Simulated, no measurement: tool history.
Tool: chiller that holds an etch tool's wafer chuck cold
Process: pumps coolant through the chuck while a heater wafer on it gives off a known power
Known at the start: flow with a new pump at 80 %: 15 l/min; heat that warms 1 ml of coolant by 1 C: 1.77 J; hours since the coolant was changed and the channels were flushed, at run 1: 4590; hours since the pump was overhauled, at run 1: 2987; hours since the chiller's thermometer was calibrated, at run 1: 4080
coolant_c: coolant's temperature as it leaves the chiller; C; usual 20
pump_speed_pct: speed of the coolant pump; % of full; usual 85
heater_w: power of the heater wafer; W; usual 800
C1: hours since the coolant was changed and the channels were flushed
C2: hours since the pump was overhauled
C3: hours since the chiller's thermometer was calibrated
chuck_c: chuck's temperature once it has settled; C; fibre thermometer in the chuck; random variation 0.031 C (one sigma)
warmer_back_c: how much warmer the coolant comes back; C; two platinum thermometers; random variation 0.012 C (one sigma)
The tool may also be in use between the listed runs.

run 1 hour=0 | coolant_c=20 pump_speed_pct=85 heater_w=800 | C1=4590 C2=2987 C3=4080 | chuck_c=24.56 warmer_back_c=1.69
run 2 hour=88.4 | coolant_c=20 pump_speed_pct=85 heater_w=800 | C1=4679 C2=3076 C3=4169 | chuck_c=24.65 warmer_back_c=1.7
run 3 hour=138.5 | coolant_c=20 pump_speed_pct=85 heater_w=599 | C1=4729 C2=3126 C3=4219 | chuck_c=23.49 warmer_back_c=1.28
run 4 hour=201.7 | coolant_c=20 pump_speed_pct=85 heater_w=599 | C1=4792 C2=3189 C3=4282 | chuck_c=23.5 warmer_back_c=1.27
run 5 hour=253.7 | coolant_c=20 pump_speed_pct=85 heater_w=599 | C1=4844 C2=3241 C3=4334 | chuck_c=23.54 warmer_back_c=1.29
run 6 hour=323.5 | coolant_c=20 pump_speed_pct=85 heater_w=800 | C1=4914 C2=3311 C3=4404 | chuck_c=24.72 warmer_back_c=1.72
run 7 hour=390.5 | coolant_c=18 pump_speed_pct=85 heater_w=800 | C1=4981 C2=3378 C3=4471 | chuck_c=22.67 warmer_back_c=1.69
run 8 hour=475.1 | coolant_c=18 pump_speed_pct=85 heater_w=800 | C1=5065 C2=3462 C3=4555 | chuck_c=22.72 warmer_back_c=1.72
run 9 hour=538.3 | coolant_c=18 pump_speed_pct=77 heater_w=530 | C1=5128 C2=3526 C3=4619 | chuck_c=21.44 warmer_back_c=1.21
run 10 hour=642.4 | coolant_c=11 pump_speed_pct=70 heater_w=1079 | C1=5233 C2=3630 C3=4723 | chuck_c=18.48 warmer_back_c=2.77
-- hour=688.4 chiller's thermometer calibrated
run 11 hour=700.4 | coolant_c=14 pump_speed_pct=75 heater_w=631 | C1=5290 C2=3687 C3=12 | chuck_c=18.24 warmer_back_c=1.51
run 12 hour=747.7 | coolant_c=16 pump_speed_pct=98 heater_w=631 | C1=5337 C2=3734 C3=59 | chuck_c=19.3 warmer_back_c=1.17
run 13 hour=813.6 | coolant_c=27 pump_speed_pct=66 heater_w=800 | C1=5403 C2=3800 C3=125 | chuck_c=32.9 warmer_back_c=2.2
run 14 hour=903.7 | coolant_c=27 pump_speed_pct=72 heater_w=610 | C1=5493 C2=3890 C3=215 | chuck_c=31.32 warmer_back_c=1.53
run 15 hour=1010.7 | coolant_c=15 pump_speed_pct=85 heater_w=463 | C1=5600 C2=3997 C3=322 | chuck_c=17.84 warmer_back_c=0.97

Some steps in chuck_c between neighbouring runs. How much of each would the tool show without its hidden state too (settings, what came in, random variation), and how much is left for the hidden state, with any gauge scatter that isn't in both results?
The hidden state here: heat passed by the chuck's channels, % of clean ones'; flow at a given pump speed, % of a new pump's; coolant's true temperature over the reading, C; drift of the gauge itself on chuck_c, C; drift of the gauge itself on warmer_back_c, C.
Run 1 -> 2: no setting changed, nothing entered. chuck_c +0.09 C: hidden state +0.02, all else +0.07.
Run 12 -> 13: coolant_c 16 -> 27, pump_speed_pct 98 -> 66, heater_w 631 -> 800. chuck_c +13.6 C: hidden state +0.02, all else +13.58.
